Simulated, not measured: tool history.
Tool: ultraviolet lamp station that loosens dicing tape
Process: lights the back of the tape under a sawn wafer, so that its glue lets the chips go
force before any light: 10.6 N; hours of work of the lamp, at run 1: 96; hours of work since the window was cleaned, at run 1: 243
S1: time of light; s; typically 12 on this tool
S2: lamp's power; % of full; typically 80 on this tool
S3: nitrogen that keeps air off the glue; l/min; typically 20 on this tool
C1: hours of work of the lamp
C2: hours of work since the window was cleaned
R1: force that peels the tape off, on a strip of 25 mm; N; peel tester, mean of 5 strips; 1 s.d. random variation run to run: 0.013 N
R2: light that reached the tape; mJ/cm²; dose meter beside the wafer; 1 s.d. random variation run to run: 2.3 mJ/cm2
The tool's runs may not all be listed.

run,hour,S1,S2,S3,C1,C2,R1,R2
1,0.0,12,80,20,96,243,0.669,225
2,8.4,12,80,20,100,247,0.696,228
3,22.4,12,80,20,107,253,0.706,226
4,38.8,12,80,20,115,261,0.710,230
5,52.1,12,80,20,121,267,0.700,227
6,67.6,12,80,20,128,275,0.728,225
7,87.4,12,80,20,138,284,0.719,219
8,105.4,12,80,6,146,292,1.921,221
9,118.9,12,80,6,152,299,2.020,225
10,128.4,12,80,8,157,303,1.603,220
11,143.6,8,72,35,164,310,1.486,133
12,158.0,6,76,39,171,317,2.066,101
13,175.2,9,62,29,179,325,1.770,126
14,190.7,7,80,20,186,333,2.051,124
15,202.5,7,80,20,192,338,2.183,130
16,221.5,12,82,10,201,347,1.333,222
17,240.5,21,73,24,210,356,0.213,343

Predict each of these 5 candidate next runs independently; none follows another, all start after run 17:
A,254.1,13,73,24,216,363,?,?
B,254.1,12,66,12,216,363,?,?
C,254.1,10,80,20,216,363,?,?
D,254.1,12,80,21,216,363,?,?
E,254.1,12,63,23,216,363,?,?

run,R1,R2
A,0.676,214
B,1.721,174
C,1.145,177
D,0.750,215
E,1.219,169
Take away the tool's hidden state, keep each run's random variation, and the runs would have read:
run,R1,R2
A,0.513,238
B,1.402,194
C,0.900,198
D,0.572,240
E,0.961,189
